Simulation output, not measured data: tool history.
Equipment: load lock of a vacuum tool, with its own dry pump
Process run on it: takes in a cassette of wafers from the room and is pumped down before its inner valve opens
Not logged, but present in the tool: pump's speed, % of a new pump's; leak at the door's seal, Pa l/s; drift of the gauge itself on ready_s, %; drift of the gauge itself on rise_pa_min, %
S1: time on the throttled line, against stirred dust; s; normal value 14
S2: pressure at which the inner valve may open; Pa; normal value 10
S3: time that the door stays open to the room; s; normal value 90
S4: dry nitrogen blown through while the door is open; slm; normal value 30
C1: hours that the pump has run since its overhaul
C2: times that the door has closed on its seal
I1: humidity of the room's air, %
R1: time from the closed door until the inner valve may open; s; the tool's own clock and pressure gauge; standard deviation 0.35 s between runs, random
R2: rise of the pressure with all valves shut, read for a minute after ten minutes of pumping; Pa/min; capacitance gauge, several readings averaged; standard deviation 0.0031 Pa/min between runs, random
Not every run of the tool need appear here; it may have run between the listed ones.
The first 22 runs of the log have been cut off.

{"run": 23, "hour": 4004.3, "S1": 17, "S2": 17, "S3": 90, "S4": 30, "C1": 9475, "C2": 16465, "I1": 40.5, "R1": 32.9, "R2": 0.291}
{"run": 24, "hour": 4252.3, "S1": 11, "S2": 17, "S3": 37, "S4": 16, "C1": 9723, "C2": 16896, "I1": 44.8, "R1": 28.2, "R2": 0.276}
{"run": 25, "hour": 4430.9, "S1": 15, "S2": 17, "S3": 104, "S4": 6, "C1": 9901, "C2": 17206, "I1": 46.3, "R1": 31.5, "R2": 0.358}
{"run": 26, "hour": 4591.6, "S1": 23, "S2": 10, "S3": 35, "S4": 8, "C1": 10062, "C2": 17486, "I1": 46.2, "R1": 38.7, "R2": 0.298}
{"run": 27, "hour": 4834.9, "S1": 22, "S2": 9, "S3": 90, "S4": 30, "C1": 10306, "C2": 17909, "I1": 43.9, "R1": 38.3, "R2": 0.329}
{"run": 28, "hour": 4968.4, "S1": 9, "S2": 8, "S3": 90, "S4": 30, "C1": 10439, "C2": 18141, "I1": 42.6, "R1": 29.3, "R2": 0.32}
{"run": 29, "hour": 5197.2, "S1": 14, "S2": 10, "S3": 150, "S4": 14, "C1": 10668, "C2": 18538, "I1": 44.2, "R1": 32.1, "R2": 0.393}
{"run": 30, "hour": 5344.3, "S1": 14, "S2": 10, "S3": 150, "S4": 6, "C1": 10815, "C2": 18794, "I1": 44.9, "R1": 32.4, "R2": 0.415}
{"run": 31, "hour": 5466.5, "S1": 14, "S2": 10, "S3": 26, "S4": 30, "C1": 10937, "C2": 19006, "I1": 43.6, "R1": 32.7, "R2": 0.314}
{"run": 32, "hour": 5623.1, "S1": 14, "S2": 16, "S3": 90, "S4": 30, "C1": 11094, "C2": 19278, "I1": 43.4, "R1": 31.8, "R2": 0.351}
{"run": 33, "hour": 5739.2, "S1": 14, "S2": 10, "S3": 76, "S4": 24, "C1": 11210, "C2": 19480, "I1": 45.4, "R1": 33.4, "R2": 0.354}
{"run": 34, "hour": 5881.4, "S1": 14, "S2": 12, "S3": 71, "S4": 11, "C1": 11352, "C2": 19727, "I1": 40.8, "R1": 32.2, "R2": 0.357}
{"run": 35, "hour": 6048.3, "S1": 14, "S2": 12, "S3": 71, "S4": 11, "C1": 11519, "C2": 20017, "I1": 46.5, "R1": 32.6, "R2": 0.371}
{"run": 36, "hour": 6235.4, "S1": 14, "S2": 12, "S3": 71, "S4": 11, "C1": 11706, "C2": 20342, "I1": 44.5, "R1": 32.2, "R2": 0.389}
{"run": 37, "hour": 6431.4, "S1": 11, "S2": 10, "S3": 90, "S4": 7, "C1": 11902, "C2": 20683, "I1": 48.3, "R1": 32, "R2": 0.432}

Here are 4 independent what-if runs from the current tool condition. What would each one return?
{"run": "A", "hour": 6619.1, "S1": 11, "S2": 9, "S3": 90, "S4": 5, "C1": 12090, "C2": 21009, "I1": 46.9, "R1": "?", "R2": "?"}
{"run": "B", "hour": 6619.1, "S1": 14, "S2": 10, "S3": 106, "S4": 17, "C1": 12090, "C2": 21009, "I1": 48.4, "R1": "?", "R2": "?"}
{"run": "C", "hour": 6619.1, "S1": 17, "S2": 10, "S3": 90, "S4": 7, "C1": 12090, "C2": 21009, "I1": 40.1, "R1": "?", "R2": "?"}
{"run": "D", "hour": 6619.1, "S1": 11, "S2": 10, "S3": 27, "S4": 7, "C1": 12090, "C2": 21009, "I1": 45.5, "R1": "?", "R2": "?"}

run=A R1=31.3 R2=0.428
run=B R1=32.7 R2=0.425
run=C R1=35.1 R2=0.41
run=D R1=31.5 R2=0.365
What these runs would have given with no unlogged condition in the tool:
run=A R1=26.2 R2=0.114
run=B R1=27.8 R2=0.11
run=C R1=30.4 R2=0.1
run=D R1=26.4 R2=0.054
